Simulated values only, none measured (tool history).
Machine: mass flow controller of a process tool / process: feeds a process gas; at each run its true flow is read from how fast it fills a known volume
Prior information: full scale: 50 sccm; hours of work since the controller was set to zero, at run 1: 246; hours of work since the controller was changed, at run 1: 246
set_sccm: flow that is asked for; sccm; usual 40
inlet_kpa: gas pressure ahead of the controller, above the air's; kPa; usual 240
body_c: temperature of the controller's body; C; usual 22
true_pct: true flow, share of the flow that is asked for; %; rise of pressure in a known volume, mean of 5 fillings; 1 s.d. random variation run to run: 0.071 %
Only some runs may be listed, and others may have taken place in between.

run,day,set_sccm,inlet_kpa,body_c,hours of work since the controller was set to zero,hours of work since the controller was changed,true_pct
1,0,40,240,22,246,246,99.76
2,10.183,40,240,22,421,421,99.86
3,18.95,40,240,22,573,573,99.88
4,25.267,40,240,22,682,682,99.84
5,35.917,40,240,22,865,865,99.96
6,41.646,40,173,22,964,964,99.73
7,47.754,40,240,22,1069,1069,99.98
8,54.079,40,240,22,1179,1179,100.06
9,62.629,40,240,22,1326,1326,100.01
10,73.5,40,240,37,1514,1514,100.67
11,82.438,40,195,22,1668,1668,99.8
12,90.038,40,195,22,1799,1799,99.84
13,97.354,40,240,22,1925,1925,100.14
14,108.096,40,240,35,2110,2110,100.67
15,113.129,40,240,35,2197,2197,100.81
16,123.325,40,240,33,2373,2373,100.63
17,127.933,40,240,33,2452,2452,100.62
18,136.579,40,240,22,2602,2602,100.18
19,146.083,40,240,22,2766,2766,100.25
20,150.654,7,240,22,2844,2844,96.61
21,156.562,12,240,27,2946,2946,98.13
22,164.062,40,233,30,3076,3076,100.58
23,174.2,10,197,22,3250,3250,97.36
24,178.733,10,197,22,3329,3329,97.31
25,184.55,10,197,22,3429,3429,97.22
26,191.15,45,231,26,3543,3543,100.74
27,198.196,49,262,36,3664,3664,101.44
28,206.079,49,262,36,3800,3800,101.38
29,211.696,6,180,30,3897,3897,95.11
30,217.954,20,196,30,4005,4005,99.13
31,224.617,19,235,23,4120,4120,98.87
32,231.992,40,147,28,4247,4247,100.19
33,238.708,25,173,32,4363,4363,99.72
34,249.746,17,240,33,4554,4554,99.12
35,257.017,15,240,32,4679,4679,98.68
36,263.492,15,240,32,4791,4791,98.64
37,268.138,8,189,22,4871,4871,95.51
38,273.175,40,227,25,4958,4958,100.62

Predict each of these 4 candidate next runs independently; none follows another, all start after run 38:
A,281.4,8,227,28,5100,5100,?
B,281.4,23,144,25,5100,5100,?
C,281.4,25,166,25,5100,5100,?
D,281.4,30,235,25,5100,5100,?

run,true_pct
A,95.85
B,99.09
C,99.4
D,100.02
Take away the tool's hidden state, keep each run's random variation, and the runs would have read:
run,true_pct
A,99.19
B,99.07
C,99.24
D,99.59
